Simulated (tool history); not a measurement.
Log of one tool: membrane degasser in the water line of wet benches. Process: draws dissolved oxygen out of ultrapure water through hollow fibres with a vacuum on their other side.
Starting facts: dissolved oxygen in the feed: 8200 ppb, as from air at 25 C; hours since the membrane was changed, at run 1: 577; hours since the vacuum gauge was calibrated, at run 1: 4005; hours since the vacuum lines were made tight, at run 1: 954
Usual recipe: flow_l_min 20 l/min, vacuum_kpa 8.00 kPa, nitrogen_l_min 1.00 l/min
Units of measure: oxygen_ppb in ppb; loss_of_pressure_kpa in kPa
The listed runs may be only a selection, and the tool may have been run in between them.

run,hour,flow_l_min,vacuum_kpa,nitrogen_l_min,hours since the membrane was changed,hours since the vacuum gauge was calibrated,hours since the vacuum lines were made tight,oxygen_ppb,loss_of_pressure_kpa
1,0.0,20,8.00,1.00,577,4005,954,243.7,70.03
2,249.0,24,8.00,1.00,826,4254,1203,294.1,84.12
3,387.7,24,8.00,1.00,965,4392,1342,295.1,84.21
4,531.6,15,8.00,1.00,1108,4536,1486,180.6,53.07
5,727.3,30,8.00,1.00,1304,4732,1681,386.2,105.83
6,992.1,30,8.00,1.00,1569,4997,1946,390.6,106.09
7,1188.5,20,9.40,1.00,1765,5193,2143,309.5,70.77
8,1445.0,20,9.40,1.00,2022,5450,2399,307.4,71.41
9,1608.9,20,9.40,1.00,2186,5613,2563,311.1,71.32
10,1841.5,20,9.40,1.00,2418,5846,2796,304.4,71.50
11,2124.2,20,9.40,1.00,2701,6129,3078,306.2,71.43
12,2249.6,20,9.40,1.00,2826,6254,3204,310.5,72.20
13,2437.8,20,9.40,1.00,3015,6442,3392,318.0,71.82
14,2709.4,20,9.40,1.00,3286,6714,3664,312.5,72.06
15,2905.0,20,9.40,1.00,3482,6910,3859,318.6,72.12
16,3044.5,27,9.40,1.00,3621,7049,3999,439.5,97.77
# hour 3264.0: vacuum gauge calibrated
17,3300.8,13,9.40,1.54,3877,37,4254,129.4,47.75
18,3468.8,13,9.40,1.54,4045,205,4422,133.2,47.50
19,3677.2,15,5.64,0.56,4253,413,4631,147.4,54.90
20,3823.5,20,7.61,0.56,4400,559,4777,335.5,72.97
21,4027.6,20,7.61,0.56,4604,764,4981,338.6,73.27
# hour 4206.0: seals of the vacuum lines changed
22,4287.8,20,7.61,0.56,4862,1022,82,340.6,73.66
23,4533.0,20,7.32,0.41,5107,1267,327,397.7,73.60
24,4789.5,20,7.32,0.41,5364,1523,584,402.8,74.34
25,4986.3,21,15.89,1.92,5561,1720,780,341.8,77.84
26,5221.3,25,16.20,0.91,5796,1955,1015,768.1,93.40
27,5490.5,25,5.48,0.91,6065,2224,1285,197.1,93.35
28,5743.4,25,5.90,0.91,6318,2477,1537,219.4,93.35
29,5858.2,13,5.79,0.88,6433,2592,1652,97.5,49.15
30,5978.4,13,5.79,0.88,6553,2712,1772,98.0,48.69

Each row is a separate what-if for the run after 30, all from the same tool condition, not one after another. Results?
A,6245.9,29,13.54,0.60,6820,2980,2040,?,?
B,6245.9,13,8.16,0.88,6820,2980,2040,?,?
C,6245.9,30,8.70,1.00,6820,2980,2040,?,?
D,6245.9,17,16.84,2.59,6820,2980,2040,?,?
E,6245.9,13,5.79,1.79,6820,2980,2040,?,?

run,oxygen_ppb,loss_of_pressure_kpa
A,973.0,110.15
B,177.3,49.16
C,433.3,113.20
D,231.9,64.09
E,54.3,48.84
With the hidden condition removed and each run's random variation left untouched, the same runs would have given:
run,oxygen_ppb,loss_of_pressure_kpa
A,938.2,101.57
B,167.9,45.33
C,395.3,104.37
D,219.9,59.11
E,48.5,45.03
